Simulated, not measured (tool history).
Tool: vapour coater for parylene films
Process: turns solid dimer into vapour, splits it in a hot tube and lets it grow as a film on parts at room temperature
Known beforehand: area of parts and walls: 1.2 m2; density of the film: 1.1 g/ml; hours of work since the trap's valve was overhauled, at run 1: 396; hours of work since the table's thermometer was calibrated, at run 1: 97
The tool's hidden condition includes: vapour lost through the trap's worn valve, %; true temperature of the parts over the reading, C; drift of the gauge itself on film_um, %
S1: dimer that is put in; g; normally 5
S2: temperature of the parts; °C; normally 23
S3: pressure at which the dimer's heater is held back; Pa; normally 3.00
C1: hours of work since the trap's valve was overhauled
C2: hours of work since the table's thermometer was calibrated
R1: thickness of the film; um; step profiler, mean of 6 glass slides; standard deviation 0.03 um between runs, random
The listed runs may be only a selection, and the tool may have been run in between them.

| run | day | S1 | S2 | S3 | C1 | C2 | R1 |
|---|---|---|---|---|---|---|---|
| 1 | 0.000 | 5 | 23 | 3.00 | 396 | 97 | 2.56 |
|  | 0.679 | trap's valve overhauled |
| 2 | 0.758 | 5 | 23 | 3.00 | 1 | 108 | 2.33 |
| 3 | 1.312 | 5 | 23 | 3.00 | 11 | 118 | 2.31 |
| 4 | 1.675 | 5 | 23 | 3.00 | 18 | 124 | 2.28 |
| 5 | 2.025 | 5 | 23 | 3.00 | 24 | 131 | 2.28 |
| 6 | 2.646 | 5 | 23 | 3.00 | 36 | 142 | 2.26 |
| 7 | 3.300 | 5 | 23 | 3.00 | 47 | 154 | 2.25 |
| 8 | 3.629 | 5 | 23 | 3.00 | 53 | 160 | 2.25 |
| 9 | 4.021 | 5 | 23 | 3.57 | 60 | 167 | 2.13 |
| 10 | 4.304 | 5 | 23 | 3.57 | 66 | 172 | 2.15 |
|  | 4.779 | trap's valve overhauled, once more |
| 11 | 4.933 | 5 | 23 | 3.57 | 3 | 180 | 2.71 |
| 12 | 5.450 | 5 | 28 | 3.57 | 12 | 190 | 2.25 |
| 13 | 5.879 | 5 | 28 | 3.57 | 20 | 197 | 2.24 |
| 14 | 6.288 | 5 | 23 | 3.00 | 27 | 205 | 2.84 |
| 15 | 6.871 | 5 | 31 | 9.82 | 38 | 215 | 1.56 |
| 16 | 7.238 | 6 | 31 | 11.34 | 45 | 222 | 1.85 |
| 17 | 7.825 | 6 | 18 | 4.76 | 55 | 233 | 3.66 |
| 18 | 8.275 | 6 | 17 | 2.02 | 63 | 241 | 4.36 |
| 19 | 8.929 | 6 | 17 | 2.02 | 75 | 253 | 4.32 |
| 20 | 9.429 | 3 | 17 | 6.35 | 84 | 262 | 1.82 |
| 21 | 9.962 | 3 | 31 | 6.35 | 94 | 271 | 1.03 |
| 22 | 10.267 | 3 | 33 | 8.98 | 99 | 277 | 0.89 |
| 23 | 10.879 | 4 | 23 | 3.00 | 110 | 288 | 2.20 |
| 24 | 11.421 | 5 | 22 | 9.93 | 120 | 298 | 2.23 |
| 25 | 11.696 | 5 | 22 | 9.93 | 125 | 303 | 2.24 |
| 26 | 12.129 | 6 | 27 | 2.87 | 133 | 310 | 2.83 |
| 27 | 12.675 | 6 | 27 | 2.87 | 143 | 320 | 2.78 |

Below are 4 alternative next runs, each starting from the tool's condition after run 27. Predict each:
| A | 13.008 | 5 | 29 | 11.91 | 149 | 326 | ? |
| B | 13.008 | 9 | 19 | 4.23 | 149 | 326 | ? |
| C | 13.008 | 6 | 16 | 2.87 | 149 | 326 | ? |
| D | 13.008 | 3 | 27 | 10.42 | 149 | 326 | ? |

| run | R1 |
|---|---|
| A | 1.60 |
| B | 5.36 |
| C | 4.31 |
| D | 1.08 |
The same runs, with their run-to-run variation unchanged, on a tool lacking any hidden condition would have given:
| run | R1 |
|---|---|
| A | 1.68 |
| B | 5.62 |
| C | 4.50 |
| D | 1.13 |

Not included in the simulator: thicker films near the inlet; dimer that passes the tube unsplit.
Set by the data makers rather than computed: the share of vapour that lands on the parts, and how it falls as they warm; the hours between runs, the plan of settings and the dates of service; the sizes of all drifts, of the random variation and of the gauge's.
